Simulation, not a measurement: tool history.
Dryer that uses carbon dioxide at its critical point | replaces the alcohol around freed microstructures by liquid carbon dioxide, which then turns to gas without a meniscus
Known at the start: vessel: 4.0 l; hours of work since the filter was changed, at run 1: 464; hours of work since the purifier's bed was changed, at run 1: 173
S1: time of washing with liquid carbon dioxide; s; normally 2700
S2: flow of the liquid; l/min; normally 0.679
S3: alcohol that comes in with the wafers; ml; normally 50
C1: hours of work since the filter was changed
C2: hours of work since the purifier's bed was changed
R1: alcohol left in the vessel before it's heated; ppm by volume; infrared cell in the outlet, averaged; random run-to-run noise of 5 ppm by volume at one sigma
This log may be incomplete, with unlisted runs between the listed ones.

{"run": 1, "hour": 0.0, "S1": 2700, "S2": 0.679, "S3": 50, "C1": 464, "C2": 173, "R1": 24}
{"run": 2, "hour": 17.9, "S1": 2700, "S2": 0.679, "S3": 50, "C1": 473, "C2": 182, "R1": 33}
{"run": 3, "hour": 27.3, "S1": 2700, "S2": 0.679, "S3": 50, "C1": 478, "C2": 187, "R1": 31}
{"run": 4, "hour": 47.0, "S1": 2700, "S2": 0.679, "S3": 50, "C1": 489, "C2": 197, "R1": 28}
{"run": 5, "hour": 59.6, "S1": 2700, "S2": 0.679, "S3": 50, "C1": 495, "C2": 204, "R1": 24}
{"run": 6, "hour": 77.8, "S1": 2700, "S2": 0.679, "S3": 50, "C1": 505, "C2": 214, "R1": 24}
{"run": 7, "hour": 89.3, "S1": 2700, "S2": 0.679, "S3": 50, "C1": 511, "C2": 220, "R1": 33}
{"run": 8, "hour": 101.1, "S1": 2700, "S2": 0.679, "S3": 57, "C1": 517, "C2": 226, "R1": 37}
{"run": 9, "hour": 118.0, "S1": 2700, "S2": 0.679, "S3": 57, "C1": 526, "C2": 235, "R1": 34}
{"run": 10, "hour": 136.4, "S1": 2700, "S2": 0.679, "S3": 57, "C1": 536, "C2": 245, "R1": 33}
{"run": 11, "hour": 152.4, "S1": 2700, "S2": 0.679, "S3": 57, "C1": 544, "C2": 253, "R1": 38}
{"run": 12, "hour": 162.9, "S1": 2700, "S2": 0.679, "S3": 57, "C1": 550, "C2": 259, "R1": 35}
{"run": 13, "hour": 173.9, "S1": 2700, "S2": 0.679, "S3": 50, "C1": 556, "C2": 265, "R1": 35}
{"run": 14, "hour": 183.8, "S1": 2700, "S2": 0.601, "S3": 50, "C1": 561, "C2": 270, "R1": 51}
{"run": 15, "hour": 196.0, "S1": 2700, "S2": 0.601, "S3": 50, "C1": 568, "C2": 276, "R1": 54}
{"hour": 205.8, "done": "inlet filter changed"}
{"run": 16, "hour": 205.8, "S1": 2700, "S2": 0.679, "S3": 22, "C1": 0, "C2": 281, "R1": 19}
{"run": 17, "hour": 225.5, "S1": 2700, "S2": 0.679, "S3": 22, "C1": 10, "C2": 291, "R1": 21}
{"run": 18, "hour": 243.9, "S1": 3480, "S2": 0.679, "S3": 50, "C1": 20, "C2": 301, "R1": 26}
{"run": 19, "hour": 263.3, "S1": 3480, "S2": 0.679, "S3": 50, "C1": 30, "C2": 311, "R1": 35}
{"run": 20, "hour": 275.8, "S1": 3480, "S2": 0.679, "S3": 50, "C1": 37, "C2": 318, "R1": 17}
{"run": 21, "hour": 294.8, "S1": 3480, "S2": 0.679, "S3": 50, "C1": 47, "C2": 328, "R1": 26}
{"run": 22, "hour": 312.7, "S1": 3480, "S2": 0.684, "S3": 50, "C1": 57, "C2": 338, "R1": 32}
{"run": 23, "hour": 321.7, "S1": 3480, "S2": 0.684, "S3": 50, "C1": 61, "C2": 342, "R1": 27}
{"run": 24, "hour": 337.1, "S1": 1680, "S2": 0.414, "S3": 50, "C1": 70, "C2": 351, "R1": 839}
{"run": 25, "hour": 351.2, "S1": 1680, "S2": 0.414, "S3": 50, "C1": 77, "C2": 358, "R1": 828}
{"run": 26, "hour": 366.7, "S1": 2700, "S2": 1.107, "S3": 50, "C1": 85, "C2": 366, "R1": 22}
{"run": 27, "hour": 386.0, "S1": 2700, "S2": 0.679, "S3": 111, "C1": 95, "C2": 376, "R1": 46}
{"run": 28, "hour": 399.1, "S1": 4200, "S2": 0.679, "S3": 50, "C1": 102, "C2": 383, "R1": 34}
{"run": 29, "hour": 408.7, "S1": 4200, "S2": 0.679, "S3": 45, "C1": 107, "C2": 388, "R1": 22}
{"run": 30, "hour": 424.8, "S1": 1800, "S2": 1.113, "S3": 45, "C1": 116, "C2": 397, "R1": 37}
{"run": 31, "hour": 440.8, "S1": 1800, "S2": 1.113, "S3": 45, "C1": 124, "C2": 405, "R1": 31}
{"run": 32, "hour": 460.8, "S1": 1800, "S2": 1.113, "S3": 45, "C1": 135, "C2": 416, "R1": 26}
{"run": 33, "hour": 473.3, "S1": 1800, "S2": 1.113, "S3": 45, "C1": 142, "C2": 423, "R1": 32}
{"run": 34, "hour": 492.5, "S1": 1800, "S2": 1.113, "S3": 45, "C1": 152, "C2": 433, "R1": 37}
{"run": 35, "hour": 508.1, "S1": 2700, "S2": 0.414, "S3": 29, "C1": 160, "C2": 441, "R1": 131}
{"run": 36, "hour": 526.9, "S1": 1980, "S2": 0.679, "S3": 25, "C1": 170, "C2": 451, "R1": 69}
{"run": 37, "hour": 539.5, "S1": 2700, "S2": 0.544, "S3": 68, "C1": 177, "C2": 458, "R1": 95}
{"run": 38, "hour": 549.5, "S1": 2700, "S2": 0.544, "S3": 68, "C1": 182, "C2": 463, "R1": 90}
{"run": 39, "hour": 558.6, "S1": 2700, "S2": 0.544, "S3": 68, "C1": 187, "C2": 468, "R1": 86}
{"run": 40, "hour": 574.7, "S1": 2700, "S2": 0.792, "S3": 34, "C1": 195, "C2": 476, "R1": 38}
{"run": 41, "hour": 593.2, "S1": 2700, "S2": 0.792, "S3": 34, "C1": 205, "C2": 486, "R1": 25}
{"run": 42, "hour": 607.5, "S1": 4320, "S2": 0.641, "S3": 34, "C1": 213, "C2": 494, "R1": 25}
{"run": 43, "hour": 622.2, "S1": 4320, "S2": 0.641, "S3": 34, "C1": 220, "C2": 501, "R1": 49}

Take each entry between the runs: how does the hidden state at the last listed run before it differ from the hidden state at the first listed run after it?
In the gap between runs 15 and 16: inlet filter changed (hour 205.8)
  flow that reaches the vessel past the clogged filter, %: 90.1 -> 99.7; alcohol in the recycled carbon dioxide, ppm: 22 -> 22.3
  the result without the hidden state subtracted from the measured one, R1: +33 -> +17 ppm by volume

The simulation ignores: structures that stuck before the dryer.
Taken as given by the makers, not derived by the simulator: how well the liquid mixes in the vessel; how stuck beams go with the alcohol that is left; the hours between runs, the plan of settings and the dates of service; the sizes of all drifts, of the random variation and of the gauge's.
